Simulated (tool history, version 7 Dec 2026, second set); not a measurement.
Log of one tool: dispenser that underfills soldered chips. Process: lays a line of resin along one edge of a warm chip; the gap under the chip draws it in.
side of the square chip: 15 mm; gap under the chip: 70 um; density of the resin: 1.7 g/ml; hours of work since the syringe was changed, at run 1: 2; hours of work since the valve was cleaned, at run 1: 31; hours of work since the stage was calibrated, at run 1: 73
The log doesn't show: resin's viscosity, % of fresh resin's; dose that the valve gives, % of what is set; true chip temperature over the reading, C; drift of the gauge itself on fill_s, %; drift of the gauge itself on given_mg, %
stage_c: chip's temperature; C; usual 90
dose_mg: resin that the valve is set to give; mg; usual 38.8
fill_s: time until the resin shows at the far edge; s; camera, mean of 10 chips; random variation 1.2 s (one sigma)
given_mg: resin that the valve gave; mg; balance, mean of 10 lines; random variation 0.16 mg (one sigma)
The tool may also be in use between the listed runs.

run,day,stage_c,dose_mg,hours of work since the syringe was changed,hours of work since the valve was cleaned,hours of work since the stage was calibrated,fill_s,given_mg
1,0.000,90,38.8,2,31,73,137.0,37.87
2,0.125,90,38.8,4,33,75,155.0,37.26
# day 0.183: new syringe of resin
3,0.254,90,34.8,1,35,77,134.4,33.60
4,0.350,96,38.8,3,37,79,111.3,37.29
# day 0.488: new syringe of resin
5,0.521,90,38.8,1,40,82,131.2,37.44
6,0.733,90,38.8,4,44,86,161.4,37.19
# day 0.792: new syringe of resin
7,0.912,90,38.8,2,47,89,138.0,36.82
8,1.042,85,38.8,5,49,91,191.2,36.95
# day 1.096: new syringe of resin
9,1.150,85,38.8,1,51,93,159.1,36.64
10,1.246,85,38.8,3,53,94,177.4,36.76
# day 1.396: new syringe of resin
11,1.425,90,41.3,1,56,98,127.3,39.38
12,1.625,82,38.8,4,59,101,221.5,36.54
# day 1.700: new syringe of resin
13,1.775,82,38.8,1,62,104,184.2,36.66
14,1.871,92,38.8,3,64,105,130.2,36.48
# day 2.008: new syringe of resin
15,2.058,101,38.8,1,67,109,81.9,36.34
16,2.242,101,38.8,4,70,112,95.3,36.01
# day 2.312: new syringe of resin
17,2.408,101,38.8,2,73,115,82.8,36.00
# day 2.496: dispensing valve cleaned and set on the balance
18,2.546,101,36.9,4,1,117,92.9,37.11
# day 2.667: new syringe of resin
19,2.746,97,35.7,1,4,120,99.7,35.42
20,2.933,90,41.1,5,8,123,153.4,41.04
# day 2.975: new syringe of resin
21,3.096,94,44.1,2,10,126,113.1,43.78
22,3.258,98,38.8,5,13,129,113.7,38.21
# day 3.279: new syringe of resin
23,3.367,82,43.0,2,15,131,183.7,42.52
24,3.500,85,40.4,4,18,133,181.2,39.60
# day 3.583: new syringe of resin
25,3.688,94,38.4,2,21,137,113.9,37.72
26,3.858,93,42.1,5,24,140,136.5,41.08
# day 3.896: new syringe of resin
27,4.062,96,42.1,3,27,143,108.3,41.10
# day 4.196: new syringe of resin
28,4.238,96,33.8,1,30,146,101.3,32.74
29,4.425,92,38.8,4,34,150,134.1,37.73
# day 4.492: new syringe of resin
30,4.533,83,39.3,1,36,151,167.5,37.98
31,4.629,83,39.3,3,37,153,186.6,37.96
32,4.775,83,39.3,5,40,156,216.1,37.59
# day 4.808: new syringe of resin
33,4.892,83,39.3,2,42,158,181.8,37.78
34,5.029,83,39.3,4,44,160,202.0,37.94
# day 5.112: new syringe of resin
35,5.158,83,42.8,1,47,162,169.1,41.13

Hidden state or all else? Some run-to-run changes of fill_s, split into what the settings, what came in and random variation would give without the hidden state, and what is left for the hidden state (with any gauge scatter that isn't in both results):
Run 11 -> 12: stage_c 90 -> 82, dose_mg 41.3 -> 38.8. fill_s +94.2 s: hidden state +43.4, all else +50.8.
Run 12 -> 13: new syringe of resin. fill_s -37.3 s: hidden state -34.6, all else -2.7.
Run 22 -> 23: stage_c 98 -> 82, dose_mg 38.8 -> 43.0, new syringe of resin. fill_s +70.0 s: hidden state -12.3, all else +82.3.
Run 24 -> 25: stage_c 85 -> 94, dose_mg 40.4 -> 38.4, new syringe of resin. fill_s -67.3 s: hidden state -22.1, all else -45.2.
Run 32 -> 33: new syringe of resin. fill_s -34.3 s: hidden state -34.5, all else +0.2.
